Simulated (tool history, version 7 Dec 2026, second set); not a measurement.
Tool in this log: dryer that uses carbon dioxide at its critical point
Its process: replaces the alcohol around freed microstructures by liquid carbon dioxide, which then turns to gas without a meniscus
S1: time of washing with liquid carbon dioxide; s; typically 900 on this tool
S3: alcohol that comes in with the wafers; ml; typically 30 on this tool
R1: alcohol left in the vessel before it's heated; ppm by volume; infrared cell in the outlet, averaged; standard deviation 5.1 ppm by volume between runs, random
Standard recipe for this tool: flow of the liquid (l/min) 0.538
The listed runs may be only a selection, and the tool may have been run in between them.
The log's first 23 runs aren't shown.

{"run": 24, "hour": 471.8, "S1": 900, "flow of the liquid (l/min)": 0.538, "S3": 49, "R1": 201}
{"run": 25, "hour": 495.8, "S1": 960, "flow of the liquid (l/min)": 0.394, "S3": 24, "R1": 325}
{"run": 26, "hour": 519.4, "S1": 960, "flow of the liquid (l/min)": 0.394, "S3": 24, "R1": 330}
{"run": 27, "hour": 541.6, "S1": 960, "flow of the liquid (l/min)": 0.394, "S3": 24, "R1": 336}
{"run": 28, "hour": 564.2, "S1": 960, "flow of the liquid (l/min)": 0.394, "S3": 24, "R1": 339}
{"run": 29, "hour": 589.7, "S1": 960, "flow of the liquid (l/min)": 0.394, "S3": 24, "R1": 350}
{"run": 30, "hour": 606.7, "S1": 600, "flow of the liquid (l/min)": 0.538, "S3": 42, "R1": 1010}
{"run": 31, "hour": 636.0, "S1": 1020, "flow of the liquid (l/min)": 0.573, "S3": 102, "R1": 160}
{"run": 32, "hour": 653.3, "S1": 1020, "flow of the liquid (l/min)": 0.573, "S3": 102, "R1": 150}
{"run": 33, "hour": 665.7, "S1": 1020, "flow of the liquid (l/min)": 0.573, "S3": 102, "R1": 150}
{"run": 34, "hour": 685.5, "S1": 900, "flow of the liquid (l/min)": 0.842, "S3": 57, "R1": 38}
{"run": 35, "hour": 714.3, "S1": 900, "flow of the liquid (l/min)": 0.538, "S3": 36, "R1": 182}
{"run": 36, "hour": 739.2, "S1": 540, "flow of the liquid (l/min)": 0.358, "S3": 57, "R1": 6340}
{"run": 37, "hour": 757.4, "S1": 720, "flow of the liquid (l/min)": 0.328, "S3": 25, "R1": 1792}
{"run": 38, "hour": 773.4, "S1": 720, "flow of the liquid (l/min)": 0.328, "S3": 25, "R1": 1796}
{"run": 39, "hour": 790.8, "S1": 1260, "flow of the liquid (l/min)": 0.449, "S3": 47, "R1": 123}
{"run": 40, "hour": 812.1, "S1": 900, "flow of the liquid (l/min)": 0.538, "S3": 30, "R1": 168}
{"run": 41, "hour": 824.5, "S1": 1260, "flow of the liquid (l/min)": 0.579, "S3": 21, "R1": 41}
{"run": 42, "hour": 842.9, "S1": 1260, "flow of the liquid (l/min)": 0.579, "S3": 21, "R1": 53}
{"run": 43, "hour": 870.1, "S1": 900, "flow of the liquid (l/min)": 0.357, "S3": 30, "R1": 886}
{"run": 44, "hour": 886.8, "S1": 900, "flow of the liquid (l/min)": 0.357, "S3": 30, "R1": 920}
{"run": 45, "hour": 907.8, "S1": 720, "flow of the liquid (l/min)": 0.43, "S3": 61, "R1": 1985}
{"run": 46, "hour": 934.4, "S1": 840, "flow of the liquid (l/min)": 0.538, "S3": 45, "R1": 320}
{"run": 47, "hour": 949.8, "S1": 1200, "flow of the liquid (l/min)": 0.761, "S3": 50, "R1": 50}

Here are 4 independent what-if runs from the current tool condition. What would each one return?
{"run": "A", "hour": 975.5, "S1": 900, "flow of the liquid (l/min)": 0.752, "S3": 30, "R1": "?"}
{"run": "B", "hour": 975.5, "S1": 1020, "flow of the liquid (l/min)": 0.763, "S3": 63, "R1": "?"}
{"run": "C", "hour": 975.5, "S1": 1260, "flow of the liquid (l/min)": 0.627, "S3": 25, "R1": "?"}
{"run": "D", "hour": 975.5, "S1": 720, "flow of the liquid (l/min)": 0.643, "S3": 50, "R1": "?"}

run=A R1=59
run=B R1=54
run=C R1=50
run=D R1=334
Without the tool's hidden state the same runs would have given:
run=A R1=11
run=B R1=9
run=C R1=10
run=D R1=155

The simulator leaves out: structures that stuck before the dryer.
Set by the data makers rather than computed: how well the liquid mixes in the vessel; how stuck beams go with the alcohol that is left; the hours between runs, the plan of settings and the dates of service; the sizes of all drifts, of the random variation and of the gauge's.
